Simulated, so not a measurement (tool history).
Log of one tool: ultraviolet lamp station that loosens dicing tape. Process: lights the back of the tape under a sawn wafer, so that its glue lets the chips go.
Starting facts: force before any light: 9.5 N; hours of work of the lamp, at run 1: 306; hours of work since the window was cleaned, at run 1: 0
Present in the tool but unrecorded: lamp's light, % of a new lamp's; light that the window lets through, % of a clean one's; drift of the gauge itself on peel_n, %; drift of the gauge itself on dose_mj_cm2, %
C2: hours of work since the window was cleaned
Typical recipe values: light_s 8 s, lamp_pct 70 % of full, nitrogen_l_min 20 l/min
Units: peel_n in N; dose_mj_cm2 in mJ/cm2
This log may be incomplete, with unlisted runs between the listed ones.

{"run": 1, "hour": 0.0, "light_s": 8, "lamp_pct": 70, "nitrogen_l_min": 20, "hours of work of the lamp": 306, "C2": 0, "peel_n": 1.496, "dose_mj_cm2": 355}
{"run": 2, "hour": 19.9, "light_s": 8, "lamp_pct": 70, "nitrogen_l_min": 20, "hours of work of the lamp": 316, "C2": 10, "peel_n": 1.591, "dose_mj_cm2": 353}
{"run": 3, "hour": 57.6, "light_s": 8, "lamp_pct": 70, "nitrogen_l_min": 9, "hours of work of the lamp": 336, "C2": 30, "peel_n": 2.491, "dose_mj_cm2": 349}
{"run": 4, "hour": 103.1, "light_s": 8, "lamp_pct": 70, "nitrogen_l_min": 9, "hours of work of the lamp": 359, "C2": 53, "peel_n": 2.479, "dose_mj_cm2": 343}
{"run": 5, "hour": 124.4, "light_s": 8, "lamp_pct": 70, "nitrogen_l_min": 20, "hours of work of the lamp": 370, "C2": 64, "peel_n": 1.591, "dose_mj_cm2": 335}
{"run": 6, "hour": 170.4, "light_s": 8, "lamp_pct": 70, "nitrogen_l_min": 20, "hours of work of the lamp": 394, "C2": 88, "peel_n": 1.734, "dose_mj_cm2": 332}
{"run": 7, "hour": 188.9, "light_s": 8, "lamp_pct": 70, "nitrogen_l_min": 29, "hours of work of the lamp": 403, "C2": 97, "peel_n": 1.441, "dose_mj_cm2": 331}
{"run": 8, "hour": 230.5, "light_s": 8, "lamp_pct": 70, "nitrogen_l_min": 29, "hours of work of the lamp": 425, "C2": 119, "peel_n": 1.525, "dose_mj_cm2": 321}
{"run": 9, "hour": 257.4, "light_s": 8, "lamp_pct": 77, "nitrogen_l_min": 20, "hours of work of the lamp": 439, "C2": 133, "peel_n": 1.569, "dose_mj_cm2": 345}
{"run": 10, "hour": 292.8, "light_s": 8, "lamp_pct": 70, "nitrogen_l_min": 13, "hours of work of the lamp": 457, "C2": 151, "peel_n": 2.417, "dose_mj_cm2": 306}
{"run": 11, "hour": 314.4, "light_s": 13, "lamp_pct": 70, "nitrogen_l_min": 13, "hours of work of the lamp": 468, "C2": 162, "peel_n": 1.095, "dose_mj_cm2": 499}
{"run": 12, "hour": 350.1, "light_s": 13, "lamp_pct": 70, "nitrogen_l_min": 13, "hours of work of the lamp": 486, "C2": 180, "peel_n": 1.129, "dose_mj_cm2": 486}
{"run": 13, "hour": 382.5, "light_s": 8, "lamp_pct": 82, "nitrogen_l_min": 20, "hours of work of the lamp": 503, "C2": 197, "peel_n": 1.556, "dose_mj_cm2": 348}
{"run": 14, "hour": 423.9, "light_s": 8, "lamp_pct": 82, "nitrogen_l_min": 20, "hours of work of the lamp": 524, "C2": 218, "peel_n": 1.636, "dose_mj_cm2": 336}
{"hour": 431.0, "done": "window cleaned of glue's vapour"}
{"run": 15, "hour": 454.0, "light_s": 8, "lamp_pct": 82, "nitrogen_l_min": 20, "hours of work of the lamp": 540, "C2": 12, "peel_n": 1.295, "dose_mj_cm2": 386}
{"run": 16, "hour": 493.2, "light_s": 8, "lamp_pct": 82, "nitrogen_l_min": 20, "hours of work of the lamp": 560, "C2": 32, "peel_n": 1.374, "dose_mj_cm2": 382}
{"run": 17, "hour": 512.2, "light_s": 8, "lamp_pct": 82, "nitrogen_l_min": 20, "hours of work of the lamp": 570, "C2": 42, "peel_n": 1.288, "dose_mj_cm2": 380}
{"run": 18, "hour": 554.4, "light_s": 8, "lamp_pct": 91, "nitrogen_l_min": 20, "hours of work of the lamp": 591, "C2": 64, "peel_n": 1.136, "dose_mj_cm2": 411}
{"run": 19, "hour": 575.3, "light_s": 8, "lamp_pct": 91, "nitrogen_l_min": 20, "hours of work of the lamp": 602, "C2": 74, "peel_n": 1.21, "dose_mj_cm2": 413}
{"run": 20, "hour": 601.7, "light_s": 8, "lamp_pct": 91, "nitrogen_l_min": 20, "hours of work of the lamp": 616, "C2": 88, "peel_n": 1.158, "dose_mj_cm2": 399}
{"run": 21, "hour": 627.5, "light_s": 8, "lamp_pct": 91, "nitrogen_l_min": 20, "hours of work of the lamp": 629, "C2": 101, "peel_n": 1.273, "dose_mj_cm2": 397}
{"run": 22, "hour": 650.8, "light_s": 8, "lamp_pct": 91, "nitrogen_l_min": 20, "hours of work of the lamp": 641, "C2": 113, "peel_n": 1.301, "dose_mj_cm2": 391}
{"run": 23, "hour": 690.6, "light_s": 8, "lamp_pct": 91, "nitrogen_l_min": 20, "hours of work of the lamp": 662, "C2": 134, "peel_n": 1.348, "dose_mj_cm2": 383}
{"run": 24, "hour": 726.9, "light_s": 8, "lamp_pct": 62, "nitrogen_l_min": 20, "hours of work of the lamp": 680, "C2": 152, "peel_n": 2.541, "dose_mj_cm2": 256}
{"run": 25, "hour": 748.8, "light_s": 8, "lamp_pct": 62, "nitrogen_l_min": 20, "hours of work of the lamp": 692, "C2": 164, "peel_n": 2.617, "dose_mj_cm2": 251}
{"run": 26, "hour": 789.6, "light_s": 8, "lamp_pct": 89, "nitrogen_l_min": 10, "hours of work of the lamp": 713, "C2": 185, "peel_n": 2.327, "dose_mj_cm2": 357}
{"run": 27, "hour": 827.5, "light_s": 8, "lamp_pct": 89, "nitrogen_l_min": 10, "hours of work of the lamp": 732, "C2": 204, "peel_n": 2.351, "dose_mj_cm2": 346}
{"hour": 861.7, "done": "window cleaned of glue's vapour"}
{"run": 28, "hour": 864.6, "light_s": 8, "lamp_pct": 89, "nitrogen_l_min": 8, "hours of work of the lamp": 751, "C2": 1, "peel_n": 2.169, "dose_mj_cm2": 398}
{"run": 29, "hour": 903.3, "light_s": 8, "lamp_pct": 89, "nitrogen_l_min": 8, "hours of work of the lamp": 771, "C2": 21, "peel_n": 2.224, "dose_mj_cm2": 389}
{"run": 30, "hour": 948.0, "light_s": 8, "lamp_pct": 81, "nitrogen_l_min": 8, "hours of work of the lamp": 794, "C2": 44, "peel_n": 2.584, "dose_mj_cm2": 349}
{"run": 31, "hour": 980.8, "light_s": 14, "lamp_pct": 62, "nitrogen_l_min": 32, "hours of work of the lamp": 811, "C2": 61, "peel_n": 0.698, "dose_mj_cm2": 462}
{"run": 32, "hour": 1001.5, "light_s": 14, "lamp_pct": 62, "nitrogen_l_min": 32, "hours of work of the lamp": 821, "C2": 72, "peel_n": 0.645, "dose_mj_cm2": 455}
{"run": 33, "hour": 1024.5, "light_s": 14, "lamp_pct": 62, "nitrogen_l_min": 32, "hours of work of the lamp": 833, "C2": 84, "peel_n": 0.709, "dose_mj_cm2": 450}
{"run": 34, "hour": 1054.5, "light_s": 15, "lamp_pct": 62, "nitrogen_l_min": 37, "hours of work of the lamp": 849, "C2": 99, "peel_n": 0.557, "dose_mj_cm2": 473}
{"run": 35, "hour": 1083.5, "light_s": 12, "lamp_pct": 70, "nitrogen_l_min": 27, "hours of work of the lamp": 864, "C2": 114, "peel_n": 0.915, "dose_mj_cm2": 422}
{"run": 36, "hour": 1127.2, "light_s": 9, "lamp_pct": 93, "nitrogen_l_min": 37, "hours of work of the lamp": 886, "C2": 137, "peel_n": 0.773, "dose_mj_cm2": 413}
{"run": 37, "hour": 1157.1, "light_s": 9, "lamp_pct": 93, "nitrogen_l_min": 37, "hours of work of the lamp": 902, "C2": 152, "peel_n": 0.794, "dose_mj_cm2": 405}
{"run": 38, "hour": 1196.6, "light_s": 9, "lamp_pct": 93, "nitrogen_l_min": 37, "hours of work of the lamp": 922, "C2": 172, "peel_n": 0.833, "dose_mj_cm2": 397}
{"run": 39, "hour": 1239.9, "light_s": 10, "lamp_pct": 90, "nitrogen_l_min": 25, "hours of work of the lamp": 944, "C2": 195, "peel_n": 0.996, "dose_mj_cm2": 425}
{"run": 40, "hour": 1265.9, "light_s": 15, "lamp_pct": 86, "nitrogen_l_min": 28, "hours of work of the lamp": 958, "C2": 208, "peel_n": 0.414, "dose_mj_cm2": 588}
{"hour": 1291.7, "done": "window cleaned of glue's vapour"}
{"run": 41, "hour": 1303.7, "light_s": 8, "lamp_pct": 63, "nitrogen_l_min": 25, "hours of work of the lamp": 977, "C2": 6, "peel_n": 2.099, "dose_mj_cm2": 263}
{"run": 42, "hour": 1336.3, "light_s": 8, "lamp_pct": 63, "nitrogen_l_min": 25, "hours of work of the lamp": 994, "C2": 23, "peel_n": 2.194, "dose_mj_cm2": 259}

How the hidden state differs across the entries between the runs, from the last listed run before each to the first after it:
Between runs 14 and 15: window cleaned of glue's vapour (hour 431.0)
  lamp's light, % of a new lamp's: 87 -> 86.6; light that the window lets through, % of a clean one's: 85.7 -> 98.7
  measured result minus the result with no hidden state, peel_n: +0.687 -> +0.341 N; dose_mj_cm2: -115 -> -65 mJ/cm2
Between runs 27 and 28: window cleaned of glue's vapour (hour 861.7)
  lamp's light, % of a new lamp's: 82 -> 81.6; light that the window lets through, % of a clean one's: 86 -> 99.5
  measured result minus the result with no hidden state, peel_n: +0.998 -> +0.602 N; dose_mj_cm2: -144 -> -92 mJ/cm2
Between runs 40 and 41: window cleaned of glue's vapour (hour 1291.7)
  lamp's light, % of a new lamp's: 76.6 -> 76.1; light that the window lets through, % of a clean one's: 86.4 -> 99.5
  measured result minus the result with no hidden state, peel_n: +0.217 -> +0.764 N; dose_mj_cm2: -301 -> -84 mJ/cm2
